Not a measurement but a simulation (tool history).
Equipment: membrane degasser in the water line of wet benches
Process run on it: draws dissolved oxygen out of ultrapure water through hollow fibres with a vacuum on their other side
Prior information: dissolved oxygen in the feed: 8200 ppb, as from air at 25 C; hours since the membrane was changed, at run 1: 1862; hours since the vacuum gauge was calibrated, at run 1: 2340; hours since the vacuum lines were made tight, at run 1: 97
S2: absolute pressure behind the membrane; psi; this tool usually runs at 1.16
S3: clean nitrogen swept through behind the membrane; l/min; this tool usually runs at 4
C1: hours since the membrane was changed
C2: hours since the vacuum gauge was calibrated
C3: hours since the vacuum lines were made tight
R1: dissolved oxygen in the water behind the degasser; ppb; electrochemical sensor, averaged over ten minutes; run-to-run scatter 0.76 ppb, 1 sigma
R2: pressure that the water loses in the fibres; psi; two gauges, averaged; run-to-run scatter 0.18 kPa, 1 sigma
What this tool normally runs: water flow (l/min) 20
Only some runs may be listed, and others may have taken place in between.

Run 1, hour 0: usual settings; C1 1862; C2 2340; C3 97. Result: R1 72 ppb, R2 5.05 psi.
Run 2, hour 157.6: usual settings; C1 2020; C2 2498; C3 255. Result: R1 72.5 ppb, R2 5.089 psi.
Run 3, hour 318.3: usual settings; C1 2181; C2 2659; C3 416. Result: R1 73.2 ppb, R2 5.113 psi.
Run 4, hour 434: usual settings but S3 2.01 l/min; C1 2296; C2 2774; C3 531. Result: R1 126.3 ppb, R2 5.084 psi.
Run 5, hour 513.8: usual settings but S3 2.01 l/min; C1 2376; C2 2854; C3 611. Result: R1 129.1 ppb, R2 5.078 psi.
Run 6, hour 594.9: usual settings but S2 0.924 psi; C1 2457; C2 2935; C3 692. Result: R1 52.5 ppb, R2 5.1 psi.
Run 7, hour 690.7: usual settings but water flow (l/min) 21; C1 2553; C2 3031; C3 788. Result: R1 81 ppb, R2 5.359 psi.
Run 8, hour 831.5: usual settings but S3 1.61 l/min; C1 2694; C2 3172; C3 929. Result: R1 157.1 ppb, R2 5.088 psi.
Run 9, hour 910.5: usual settings but S3 1.61 l/min; C1 2773; C2 3251; C3 1008. Result: R1 154.4 ppb, R2 5.082 psi.
Run 10, hour 1072: usual settings but S3 1.61 l/min; C1 2934; C2 3412; C3 1169. Result: R1 152.7 ppb, R2 5.108 psi.
Run 11, hour 1237.4: usual settings but S3 1.61 l/min; C1 3100; C2 3578; C3 1335. Result: R1 156.7 ppb, R2 5.104 psi.
Run 12, hour 1415.3: usual settings but water flow (l/min) 17; C1 3278; C2 3756; C3 1513. Result: R1 57.2 ppb, R2 4.377 psi.
Run 13, hour 1491.6: usual settings but water flow (l/min) 17; C1 3354; C2 3832; C3 1589. Result: R1 56.9 ppb, R2 4.406 psi.
Run 14, hour 1570.4: usual settings but water flow (l/min) 17; C1 3433; C2 3911; C3 1668. Result: R1 58.1 ppb, R2 4.353 psi.
Run 15, hour 1716.3: usual settings but S3 3.93 l/min; C1 3579; C2 4057; C3 1814. Result: R1 76.5 ppb, R2 5.129 psi.
Run 16, hour 1809.1: usual settings but water flow (l/min) 13, S2 0.895 psi, S3 3.93 l/min; C1 3671; C2 4150; C3 1906. Result: R1 27.1 ppb, R2 3.356 psi.
Run 17, hour 1959.3: usual settings but water flow (l/min) 13, S2 0.895 psi, S3 3.93 l/min; C1 3822; C2 4300; C3 2057. Result: R1 26.9 ppb, R2 3.308 psi.
Run 18, hour 2074.5: usual settings but water flow (l/min) 24, S2 0.761 psi, S3 3.44 l/min; C1 3937; C2 4415; C3 2172. Result: R1 72 ppb, R2 6.193 psi.
Run 19, hour 2180: usual settings but water flow (l/min) 24, S2 1.13 psi, S3 3.99 l/min; C1 4042; C2 4520; C3 2277. Result: R1 103.5 ppb, R2 6.161 psi.
Run 20, hour 2344.7: usual settings but water flow (l/min) 24, S2 1.13 psi, S3 3.99 l/min; C1 4207; C2 4685; C3 2442. Result: R1 103.1 ppb, R2 6.137 psi.
Run 21, hour 2444.4: usual settings but water flow (l/min) 16, S2 0.886 psi, S3 11.62 l/min; C1 4307; C2 4785; C3 2542. Result: R1 14.2 ppb, R2 4.063 psi.
Run 22, hour 2588.2: usual settings but water flow (l/min) 29; C1 4450; C2 4929; C3 2686. Result: R1 163.9 ppb, R2 7.481 psi.
Run 23, hour 2740.9: usual settings but S3 9.49 l/min; C1 4603; C2 5081; C3 2838. Result: R1 39.6 ppb, R2 5.124 psi.
Run 24, hour 2859.9: usual settings but S2 0.785 psi, S3 2.97 l/min; C1 4722; C2 5200; C3 2957. Result: R1 53.1 ppb, R2 5.117 psi.
Run 25, hour 2962.7: usual settings but water flow (l/min) 31, S2 2.557 psi, S3 2.97 l/min; C1 4825; C2 5303; C3 3060. Result: R1 441.7 ppb, R2 8.008 psi.
Run 26, hour 3114.7: usual settings but water flow (l/min) 31, S2 2.557 psi, S3 2.97 l/min; C1 4977; C2 5455; C3 3212. Result: R1 454.2 ppb, R2 8.026 psi.
Run 27, hour 3292.8: usual settings but water flow (l/min) 15, S3 2.46 l/min; C1 5155; C2 5633; C3 3390. Result: R1 78.2 ppb, R2 3.891 psi.

Below, some changes in R1 between adjacent runs. For each, the amount present without the hidden state too (settings, incoming material, random variation) and the amount remaining for the hidden state with gauge scatter not shared by both compared results:
Unlogged tool condition in this case: membrane still open, %; true pressure behind the membrane over the reading, kPa; air that leaks in behind the membrane, l/min; drift of the gauge itself on oxygen_ppb, %; drift of the gauge itself on loss_of_pressure_kpa, %.
Run 21 -> 22: water flow (l/min) 16 -> 29, S2 0.886 -> 1.16, S3 11.62 -> 4. R1 +149.7 ppb: hidden state +9.8, all else +139.9.
Run 24 -> 25: water flow (l/min) 20 -> 31, S2 0.785 -> 2.557. R1 +388.6 ppb: hidden state +9.3, all else +379.3.
Run 26 -> 27: water flow (l/min) 31 -> 15, S2 2.557 -> 1.16, S3 2.97 -> 2.46. R1 -376 ppb: hidden state -11.1, all else -364.9.

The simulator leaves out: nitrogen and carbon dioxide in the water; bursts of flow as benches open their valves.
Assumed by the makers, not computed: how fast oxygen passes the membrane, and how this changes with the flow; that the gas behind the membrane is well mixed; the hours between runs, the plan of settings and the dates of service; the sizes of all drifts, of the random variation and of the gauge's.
